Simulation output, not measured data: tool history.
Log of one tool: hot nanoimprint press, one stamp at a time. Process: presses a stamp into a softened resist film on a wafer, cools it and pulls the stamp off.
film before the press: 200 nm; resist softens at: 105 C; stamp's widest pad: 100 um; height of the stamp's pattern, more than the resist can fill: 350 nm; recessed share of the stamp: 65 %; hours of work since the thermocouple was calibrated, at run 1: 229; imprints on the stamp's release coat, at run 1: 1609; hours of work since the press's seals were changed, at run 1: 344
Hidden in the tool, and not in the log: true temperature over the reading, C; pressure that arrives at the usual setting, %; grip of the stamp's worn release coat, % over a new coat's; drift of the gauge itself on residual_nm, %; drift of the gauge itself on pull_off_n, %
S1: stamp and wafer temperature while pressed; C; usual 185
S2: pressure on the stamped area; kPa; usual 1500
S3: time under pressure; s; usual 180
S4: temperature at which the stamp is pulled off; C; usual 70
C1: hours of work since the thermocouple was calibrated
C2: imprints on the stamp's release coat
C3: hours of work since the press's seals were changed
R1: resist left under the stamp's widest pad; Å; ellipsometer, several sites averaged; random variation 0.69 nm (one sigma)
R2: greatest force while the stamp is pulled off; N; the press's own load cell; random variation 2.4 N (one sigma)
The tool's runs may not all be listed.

run	hour	S1	S2	S3	S4	C1	C2	C3	R1	R2
1	0	185	1500	180	70	229	1609	344	944	172
# hour 35.6: stamp cleaned and given a new release coat
2	59.7	185	1790	180	70	264	112	379	863	111
# hour 69.8: plate thermocouple calibrated
3	134.6	185	1790	180	70	43	445	426	834	127
4	220.8	185	1790	180	70	99	843	483	841	139
5	262	185	1790	180	70	126	1033	510	853	142
6	351.6	188	1500	180	70	185	1448	569	822	161
7	399.2	188	1370	180	70	217	1668	600	866	173
# hour 423.7: stamp cleaned and given a new release coat
8	457.7	185	1500	180	72	251	157	635	946	112
# hour 491.2: plate thermocouple calibrated
9	514.5	185	1500	180	70	15	406	670	905	122
# hour 582.5: press's hydraulic seals changed and the load cell set to zero
10	582.5	185	1500	137	70	55	683	0	979	133
11	625.9	185	1500	137	70	83	884	29	996	142
12	678.3	185	1500	180	70	118	1126	63	904	151
13	743.8	185	1500	180	68	161	1429	106	907	176
# hour 814.1: stamp cleaned and given a new release coat
14	838.4	185	2350	180	68	219	112	164	729	115
# hour 916.2: plate thermocouple calibrated
15	926.8	185	1840	180	68	7	506	221	817	136
16	1015.9	185	1840	145	68	66	919	279	886	146
17	1087.2	185	1500	267	74	113	1248	326	801	147
18	1153	178	2390	267	74	156	1552	369	898	161
# hour 1200.4: stamp cleaned and given a new release coat
19	1230.7	195	2390	267	74	203	140	417	396	109
20	1318.3	183	1500	166	70	261	545	474	1066	133
# hour 1332.8: plate thermocouple calibrated
21	1374.1	196	1760	107	63	27	789	509	639	152
22	1419.3	196	1760	107	63	57	998	539	637	156
23	1479.5	187	1340	280	63	97	1276	578	756	166
24	1517.4	187	1340	280	63	121	1452	603	773	181
25	1572	179	1080	94	70	157	1704	639	1588	173
# hour 1587.9: stamp cleaned and given a new release coat
26	1615.7	179	1080	94	70	182	129	664	1585	113
27	1679.4	185	2050	141	70	224	424	706	906	129
# hour 1695.8: press's hydraulic seals changed and the load cell set to zero
28	1733	185	2050	141	70	254	634	24	849	135
# hour 1763.2: plate thermocouple calibrated
29	1807.3	185	2050	141	70	29	964	71	839	148
30	1865.8	186	2050	211	66	67	1235	110	706	168

Hidden state or all else? Some run-to-run changes of R1, split into what the settings, what came in and random variation would give without the hidden state, and what is left for the hidden state (with any gauge scatter that isn't in both results):
Run 8 -> 9: S4 72 -> 70, plate thermocouple calibrated. R1 -41 Å: hidden state -31, all else -10.
Run 19 -> 20: S1 195 -> 183, S2 2390 -> 1500, S3 267 -> 166, S4 74 -> 70. R1 +670 Å: hidden state +29, all else +641.
Run 24 -> 25: S1 187 -> 179, S2 1340 -> 1080, S3 280 -> 94, S4 63 -> 70. R1 +815 Å: hidden state +3, all else +812.
Run 26 -> 27: S1 179 -> 185, S2 1080 -> 2050, S3 94 -> 141. R1 -679 Å: hidden state +26, all else -705.
Run 27 -> 28: press's hydraulic seals changed and the load cell set to zero. R1 -57 Å: hidden state -41, all else -16.

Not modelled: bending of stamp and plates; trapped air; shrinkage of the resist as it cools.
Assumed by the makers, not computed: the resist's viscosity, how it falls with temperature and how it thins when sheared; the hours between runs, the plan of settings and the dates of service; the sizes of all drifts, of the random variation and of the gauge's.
